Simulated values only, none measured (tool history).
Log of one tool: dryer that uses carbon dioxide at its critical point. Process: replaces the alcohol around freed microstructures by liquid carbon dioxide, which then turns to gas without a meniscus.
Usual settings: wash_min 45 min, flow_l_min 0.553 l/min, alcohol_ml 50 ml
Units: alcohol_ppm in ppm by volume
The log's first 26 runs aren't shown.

{"run": 27, "hour": 256.9, "wash_min": 45, "flow_l_min": 0.657, "alcohol_ml": 35, "alcohol_ppm": 55}
{"run": 28, "hour": 270.1, "wash_min": 45, "flow_l_min": 0.813, "alcohol_ml": 104, "alcohol_ppm": 49}
{"run": 29, "hour": 276.0, "wash_min": 45, "flow_l_min": 0.553, "alcohol_ml": 52, "alcohol_ppm": 152}
{"run": 30, "hour": 283.5, "wash_min": 32, "flow_l_min": 0.514, "alcohol_ml": 48, "alcohol_ppm": 583}
{"run": 31, "hour": 290.0, "wash_min": 32, "flow_l_min": 0.469, "alcohol_ml": 52, "alcohol_ppm": 845}
{"run": 32, "hour": 301.1, "wash_min": 65, "flow_l_min": 0.762, "alcohol_ml": 80, "alcohol_ppm": 23}
{"run": 33, "hour": 314.4, "wash_min": 45, "flow_l_min": 0.472, "alcohol_ml": 50, "alcohol_ppm": 266}
{"run": 34, "hour": 323.4, "wash_min": 53, "flow_l_min": 0.472, "alcohol_ml": 92, "alcohol_ppm": 256}
{"run": 35, "hour": 332.5, "wash_min": 66, "flow_l_min": 0.57, "alcohol_ml": 36, "alcohol_ppm": 41}
{"run": 36, "hour": 338.7, "wash_min": 66, "flow_l_min": 0.769, "alcohol_ml": 36, "alcohol_ppm": 17}
{"run": 37, "hour": 349.3, "wash_min": 45, "flow_l_min": 0.509, "alcohol_ml": 115, "alcohol_ppm": 452}
{"run": 38, "hour": 356.2, "wash_min": 37, "flow_l_min": 0.553, "alcohol_ml": 50, "alcohol_ppm": 314}
{"run": 39, "hour": 362.2, "wash_min": 54, "flow_l_min": 0.553, "alcohol_ml": 50, "alcohol_ppm": 80}
{"run": 40, "hour": 370.2, "wash_min": 54, "flow_l_min": 0.553, "alcohol_ml": 50, "alcohol_ppm": 73}
{"run": 41, "hour": 376.0, "wash_min": 60, "flow_l_min": 0.458, "alcohol_ml": 24, "alcohol_ppm": 69}
{"run": 42, "hour": 387.4, "wash_min": 30, "flow_l_min": 0.919, "alcohol_ml": 80, "alcohol_ppm": 157}
{"run": 43, "hour": 394.4, "wash_min": 42, "flow_l_min": 0.574, "alcohol_ml": 83, "alcohol_ppm": 276}
{"run": 44, "hour": 401.9, "wash_min": 42, "flow_l_min": 0.574, "alcohol_ml": 83, "alcohol_ppm": 278}
{"run": 45, "hour": 412.2, "wash_min": 45, "flow_l_min": 0.817, "alcohol_ml": 50, "alcohol_ppm": 45}
{"run": 46, "hour": 420.2, "wash_min": 62, "flow_l_min": 0.451, "alcohol_ml": 28, "alcohol_ppm": 63}
{"run": 47, "hour": 426.5, "wash_min": 29, "flow_l_min": 0.683, "alcohol_ml": 50, "alcohol_ppm": 372}
{"run": 48, "hour": 433.9, "wash_min": 29, "flow_l_min": 0.683, "alcohol_ml": 50, "alcohol_ppm": 372}

3 ways to go on from here, each from the tool as it stands after run 48. What would each give?
{"run": "A", "hour": 440.6, "wash_min": 45, "flow_l_min": 0.573, "alcohol_ml": 27, "alcohol_ppm": "?"}
{"run": "B", "hour": 440.6, "wash_min": 63, "flow_l_min": 0.553, "alcohol_ml": 50, "alcohol_ppm": "?"}
{"run": "C", "hour": 440.6, "wash_min": 52, "flow_l_min": 0.447, "alcohol_ml": 66, "alcohol_ppm": "?"}

run=A alcohol_ppm=96
run=B alcohol_ppm=53
run=C alcohol_ppm=264
Without the tool's hidden state the same runs would have given:
run=A alcohol_ppm=47
run=B alcohol_ppm=20
run=C alcohol_ppm=138
